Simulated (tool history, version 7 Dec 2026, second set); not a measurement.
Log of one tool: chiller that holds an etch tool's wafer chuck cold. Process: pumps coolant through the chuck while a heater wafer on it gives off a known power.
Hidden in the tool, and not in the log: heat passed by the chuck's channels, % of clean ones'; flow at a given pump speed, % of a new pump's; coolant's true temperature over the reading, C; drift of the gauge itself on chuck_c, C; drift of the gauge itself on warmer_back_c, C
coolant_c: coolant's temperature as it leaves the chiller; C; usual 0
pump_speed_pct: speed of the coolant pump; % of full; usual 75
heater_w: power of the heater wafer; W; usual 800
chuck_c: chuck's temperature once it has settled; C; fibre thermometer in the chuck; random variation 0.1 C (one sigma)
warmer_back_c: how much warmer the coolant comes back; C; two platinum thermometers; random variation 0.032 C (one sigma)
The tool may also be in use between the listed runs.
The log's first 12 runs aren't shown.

run,hour,coolant_c,pump_speed_pct,heater_w,hours since the coolant was changed and the channels were flushed,hours since the pump was overhauled,hours since the chiller's thermometer was calibrated,chuck_c,warmer_back_c
13,1296.6,-9,75,800,1855,1704,436,-0.3,3.88
14,1420.8,0,94,800,1979,1828,561,7.2,3.04
15,1555.3,0,94,800,2114,1963,695,7.1,3.03
16,1639.1,0,94,800,2198,2047,779,7.4,3.03
17,1713.9,0,94,800,2272,2122,854,7.2,3.03
18,1813.6,1,79,1058,2372,2221,953,12.5,4.81
19,1941.1,5,75,800,2500,2349,1081,14.0,3.86
20,2039.5,5,87,534,2598,2447,1179,10.5,2.18
21,2181.9,5,93,562,2740,2590,1322,10.6,2.15
22,2327.9,5,99,625,2886,2736,1468,10.8,2.26
23,2396.1,0,99,1104,2955,2804,1536,10.1,4.04
24,2468.6,-5,60,431,3027,2876,1608,1.1,2.67
25,2612.2,-5,60,431,3171,3020,1752,1.4,2.69
26,2685.0,-5,60,431,3243,3093,1825,1.2,2.69
27,2749.6,-5,60,431,3308,3157,1889,1.4,2.70
28,2865.0,-1,77,750,3424,3273,2005,7.9,3.62
29,2934.8,-1,77,750,3493,3342,2075,7.9,3.62
30,3047.1,5,81,750,3606,3455,2187,13.6,3.39
31,3118.9,5,81,541,3677,3527,2259,11.4,2.42
32,3245.0,-3,72,800,3804,3653,2385,7.2,4.14
33,3374.0,-8,78,695,3933,3782,2514,0.4,3.32

3 ways to go on from here, each from the tool as it stands after run 33. What would each give?
A,3463.8,-8,78,413,4022,3871,2604,?,?
B,3463.8,-8,78,556,4022,3871,2604,?,?
C,3463.8,0,60,800,4022,3871,2604,?,?

run,chuck_c,warmer_back_c
A,-2.8,1.95
B,-1.1,2.64
C,12.1,5.03
Without the tool's hidden state the same runs would have given:
run,chuck_c,warmer_back_c
A,-4.0,1.87
B,-2.5,2.53
C,10.1,4.83

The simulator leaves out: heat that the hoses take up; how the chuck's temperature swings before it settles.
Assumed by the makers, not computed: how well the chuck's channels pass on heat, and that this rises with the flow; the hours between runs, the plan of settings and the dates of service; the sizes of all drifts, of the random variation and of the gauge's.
